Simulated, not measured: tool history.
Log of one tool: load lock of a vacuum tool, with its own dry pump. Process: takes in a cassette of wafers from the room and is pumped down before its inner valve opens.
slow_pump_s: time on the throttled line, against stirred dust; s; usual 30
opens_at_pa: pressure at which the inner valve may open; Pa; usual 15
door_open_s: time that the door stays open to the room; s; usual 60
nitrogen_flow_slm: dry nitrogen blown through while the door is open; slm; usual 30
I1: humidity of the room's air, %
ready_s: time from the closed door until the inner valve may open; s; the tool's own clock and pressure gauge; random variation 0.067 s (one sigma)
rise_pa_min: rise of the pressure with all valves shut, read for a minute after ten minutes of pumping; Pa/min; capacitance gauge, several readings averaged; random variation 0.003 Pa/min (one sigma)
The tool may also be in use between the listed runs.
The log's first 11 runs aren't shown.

{"run": 12, "hour": 2147.2, "slow_pump_s": 39, "opens_at_pa": 15, "door_open_s": 136, "nitrogen_flow_slm": 30, "I1": 44.4, "ready_s": 48.3, "rise_pa_min": 0.024}
{"run": 13, "hour": 2394.3, "slow_pump_s": 39, "opens_at_pa": 15, "door_open_s": 136, "nitrogen_flow_slm": 30, "I1": 43.8, "ready_s": 48.32, "rise_pa_min": 0.023}
{"run": 14, "hour": 2649.0, "slow_pump_s": 39, "opens_at_pa": 15, "door_open_s": 136, "nitrogen_flow_slm": 30, "I1": 44.4, "ready_s": 48.17, "rise_pa_min": 0.018}
{"run": 15, "hour": 2921.0, "slow_pump_s": 39, "opens_at_pa": 15, "door_open_s": 136, "nitrogen_flow_slm": 30, "I1": 47.7, "ready_s": 48.29, "rise_pa_min": 0.021}
{"run": 16, "hour": 3149.3, "slow_pump_s": 39, "opens_at_pa": 15, "door_open_s": 136, "nitrogen_flow_slm": 30, "I1": 44.2, "ready_s": 48.32, "rise_pa_min": 0.025}
{"run": 17, "hour": 3422.6, "slow_pump_s": 39, "opens_at_pa": 15, "door_open_s": 136, "nitrogen_flow_slm": 30, "I1": 43.2, "ready_s": 48.36, "rise_pa_min": 0.02}
{"run": 18, "hour": 3671.6, "slow_pump_s": 46, "opens_at_pa": 22, "door_open_s": 60, "nitrogen_flow_slm": 30, "I1": 42.3, "ready_s": 53.82, "rise_pa_min": 0.02}
{"run": 19, "hour": 3889.2, "slow_pump_s": 46, "opens_at_pa": 22, "door_open_s": 60, "nitrogen_flow_slm": 30, "I1": 45.9, "ready_s": 53.96, "rise_pa_min": 0.021}
{"run": 20, "hour": 4007.7, "slow_pump_s": 36, "opens_at_pa": 15, "door_open_s": 160, "nitrogen_flow_slm": 37, "I1": 45.5, "ready_s": 45.69, "rise_pa_min": 0.024}
{"run": 21, "hour": 4262.0, "slow_pump_s": 36, "opens_at_pa": 15, "door_open_s": 160, "nitrogen_flow_slm": 37, "I1": 45.2, "ready_s": 45.6, "rise_pa_min": 0.021}
{"run": 22, "hour": 4533.7, "slow_pump_s": 18, "opens_at_pa": 15, "door_open_s": 211, "nitrogen_flow_slm": 31, "I1": 45.6, "ready_s": 29.65, "rise_pa_min": 0.027}
{"run": 23, "hour": 4808.3, "slow_pump_s": 23, "opens_at_pa": 13, "door_open_s": 47, "nitrogen_flow_slm": 30, "I1": 47.6, "ready_s": 34.27, "rise_pa_min": 0.022}
{"run": 24, "hour": 5011.8, "slow_pump_s": 23, "opens_at_pa": 13, "door_open_s": 47, "nitrogen_flow_slm": 30, "I1": 43.3, "ready_s": 34.24, "rise_pa_min": 0.016}
{"run": 25, "hour": 5261.3, "slow_pump_s": 19, "opens_at_pa": 15, "door_open_s": 68, "nitrogen_flow_slm": 30, "I1": 45.9, "ready_s": 30.48, "rise_pa_min": 0.016}
{"run": 26, "hour": 5487.8, "slow_pump_s": 19, "opens_at_pa": 15, "door_open_s": 68, "nitrogen_flow_slm": 30, "I1": 44.2, "ready_s": 30.5, "rise_pa_min": 0.019}
{"run": 27, "hour": 5613.1, "slow_pump_s": 49, "opens_at_pa": 18, "door_open_s": 68, "nitrogen_flow_slm": 30, "I1": 46, "ready_s": 56.78, "rise_pa_min": 0.016}
{"run": 28, "hour": 5901.9, "slow_pump_s": 30, "opens_at_pa": 20, "door_open_s": 201, "nitrogen_flow_slm": 19, "I1": 47.6, "ready_s": 39.83, "rise_pa_min": 0.03}
{"run": 29, "hour": 6122.3, "slow_pump_s": 26, "opens_at_pa": 12, "door_open_s": 45, "nitrogen_flow_slm": 20, "I1": 45.5, "ready_s": 37.18, "rise_pa_min": 0.019}
{"run": 30, "hour": 6305.4, "slow_pump_s": 18, "opens_at_pa": 15, "door_open_s": 60, "nitrogen_flow_slm": 26, "I1": 47.4, "ready_s": 29.58, "rise_pa_min": 0.02}

5 ways to go on from here, each from the tool as it stands after run 30. What would each give?
{"run": "A", "hour": 6495.8, "slow_pump_s": 18, "opens_at_pa": 15, "door_open_s": 60, "nitrogen_flow_slm": 5, "I1": 44.9, "ready_s": "?", "rise_pa_min": "?"}
{"run": "B", "hour": 6495.8, "slow_pump_s": 37, "opens_at_pa": 15, "door_open_s": 60, "nitrogen_flow_slm": 4, "I1": 45.8, "ready_s": "?", "rise_pa_min": "?"}
{"run": "C", "hour": 6495.8, "slow_pump_s": 16, "opens_at_pa": 11, "door_open_s": 60, "nitrogen_flow_slm": 8, "I1": 45.7, "ready_s": "?", "rise_pa_min": "?"}
{"run": "D", "hour": 6495.8, "slow_pump_s": 18, "opens_at_pa": 11, "door_open_s": 60, "nitrogen_flow_slm": 4, "I1": 49.7, "ready_s": "?", "rise_pa_min": "?"}
{"run": "E", "hour": 6495.8, "slow_pump_s": 32, "opens_at_pa": 10, "door_open_s": 60, "nitrogen_flow_slm": 5, "I1": 46.3, "ready_s": "?", "rise_pa_min": "?"}

run=A ready_s=29.6 rise_pa_min=0.045
run=B ready_s=46.45 rise_pa_min=0.043
run=C ready_s=28.26 rise_pa_min=0.03
run=D ready_s=30.21 rise_pa_min=0.043
run=E ready_s=42.78 rise_pa_min=0.045
Without the tool's hidden state the same runs would have given:
run=A ready_s=29.6 rise_pa_min=0.045
run=B ready_s=46.45 rise_pa_min=0.043
run=C ready_s=28.26 rise_pa_min=0.03
run=D ready_s=30.21 rise_pa_min=0.042
run=E ready_s=42.78 rise_pa_min=0.045

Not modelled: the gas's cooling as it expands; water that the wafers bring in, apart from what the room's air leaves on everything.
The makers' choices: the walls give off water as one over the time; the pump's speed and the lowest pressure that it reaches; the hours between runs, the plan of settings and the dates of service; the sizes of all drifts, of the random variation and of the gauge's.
